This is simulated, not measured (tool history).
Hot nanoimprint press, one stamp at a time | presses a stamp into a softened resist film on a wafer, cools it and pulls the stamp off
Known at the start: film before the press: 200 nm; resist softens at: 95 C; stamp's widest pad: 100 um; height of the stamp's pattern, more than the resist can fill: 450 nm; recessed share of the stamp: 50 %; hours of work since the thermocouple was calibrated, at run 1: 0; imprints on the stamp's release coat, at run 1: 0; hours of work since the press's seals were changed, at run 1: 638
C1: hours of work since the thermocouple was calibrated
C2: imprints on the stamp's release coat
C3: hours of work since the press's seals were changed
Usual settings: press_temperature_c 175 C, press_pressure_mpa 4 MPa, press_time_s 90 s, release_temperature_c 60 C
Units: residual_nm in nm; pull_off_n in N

Run 1, day 0: usual settings; C1 0; C2 0; C3 638. Result: residual_nm 106.55 nm, pull_off_n 151 N.
Run 2, day 0.638: usual settings; C1 8; C2 36; C3 646. Result: residual_nm 106.6 nm, pull_off_n 140 N.
Run 3, day 1.629: usual settings; C1 21; C2 92; C3 659. Result: residual_nm 106.59 nm, pull_off_n 147 N.
Run 4, day 2.667: usual settings but release_temperature_c 45 C; C1 34; C2 152; C3 672. Result: residual_nm 106.41 nm, pull_off_n 216 N.
Run 5, day 3.908: usual settings but press_temperature_c 170 C; C1 50; C2 222; C3 688. Result: residual_nm 121.27 nm, pull_off_n 147 N.
Run 6, day 4.504: usual settings; C1 57; C2 256; C3 696. Result: residual_nm 106.51 nm, pull_off_n 145 N.
Run 7, day 5.796: usual settings but press_time_s 131 s; C1 74; C2 330; C3 712. Result: residual_nm 93.14 nm, pull_off_n 159 N.
Run 8, day 6.842: usual settings but press_pressure_mpa 4.71 MPa; C1 87; C2 389; C3 725. Result: residual_nm 99.76 nm, pull_off_n 161 N.
Run 9, day 7.867: usual settings but press_pressure_mpa 4.71 MPa, release_temperature_c 51 C; C1 100; C2 448; C3 738. Result: residual_nm 99.75 nm, pull_off_n 198 N.
Run 10, day 8.462: usual settings but press_pressure_mpa 5.23 MPa, press_time_s 62 s, release_temperature_c 54 C; C1 108; C2 482; C3 746. Result: residual_nm 108.95 nm, pull_off_n 189 N.
Run 11, day 9.608: usual settings but press_pressure_mpa 4.77 MPa, press_time_s 62 s, release_temperature_c 54 C; C1 123; C2 547; C3 761. Result: residual_nm 112.61 nm, pull_off_n 199 N.
Run 12, day 10.208: usual settings but press_temperature_c 181 C, press_pressure_mpa 4.77 MPa, press_time_s 143 s, release_temperature_c 48 C; C1 130; C2 581; C3 768. Result: residual_nm 69.88 nm, pull_off_n 235 N.
Run 13, day 11.183: usual settings but press_pressure_mpa 2.71 MPa; C1 143; C2 637; C3 781. Result: residual_nm 122.7 nm, pull_off_n 167 N.
Run 14, day 11.854: usual settings but press_temperature_c 164 C, press_pressure_mpa 3.01 MPa; C1 151; C2 675; C3 789. Result: residual_nm 150 nm, pull_off_n 170 N.
Run 15, day 12.704: usual settings but press_pressure_mpa 4.52 MPa, press_time_s 81 s, release_temperature_c 58 C; C1 162; C2 723; C3 800. Result: residual_nm 105.07 nm, pull_off_n 177 N.
Run 16, day 13.25: usual settings but press_temperature_c 170 C, press_pressure_mpa 4.02 MPa, press_time_s 104 s, release_temperature_c 68 C; C1 169; C2 754; C3 807. Result: residual_nm 115.28 nm, pull_off_n 134 N.
Run 17, day 14.246: usual settings but press_temperature_c 170 C, press_pressure_mpa 4.02 MPa, press_time_s 104 s, release_temperature_c 68 C; C1 182; C2 811; C3 820. Result: residual_nm 115.4 nm, pull_off_n 132 N.
Run 18, day 14.808: usual settings but press_temperature_c 165 C; C1 189; C2 843; C3 827. Result: residual_nm 136.27 nm, pull_off_n 181 N.

Forecast each of these 4 alternatives for the next run:
Run A, day 15.475: usual settings but press_temperature_c 182 C, press_time_s 53 s; C1 197; C2 881; C3 835. Result: residual_nm ?, pull_off_n ?.
Run B, day 15.475: usual settings but press_temperature_c 168 C, press_pressure_mpa 2.87 MPa, release_temperature_c 55 C; C1 197; C2 881; C3 835. Result: residual_nm ?, pull_off_n ?.
Run C, day 15.475: usual settings but press_temperature_c 186 C, press_pressure_mpa 2.84 MPa, press_time_s 133 s; C1 197; C2 881; C3 835. Result: residual_nm ?, pull_off_n ?.
Run D, day 15.475: usual settings but press_temperature_c 169 C, press_pressure_mpa 5.15 MPa, press_time_s 58 s; C1 197; C2 881; C3 835. Result: residual_nm ?, pull_off_n ?.

run  residual_nm  pull_off_n
  A       106.87         179
  B       140.21         203
  C         79.4         175
  D       129.44         171
Without the tool's hidden state the same runs would have given:
run  residual_nm  pull_off_n
  A       105.65         143
  B       139.97         162
  C        78.93         140
  D       127.72         136
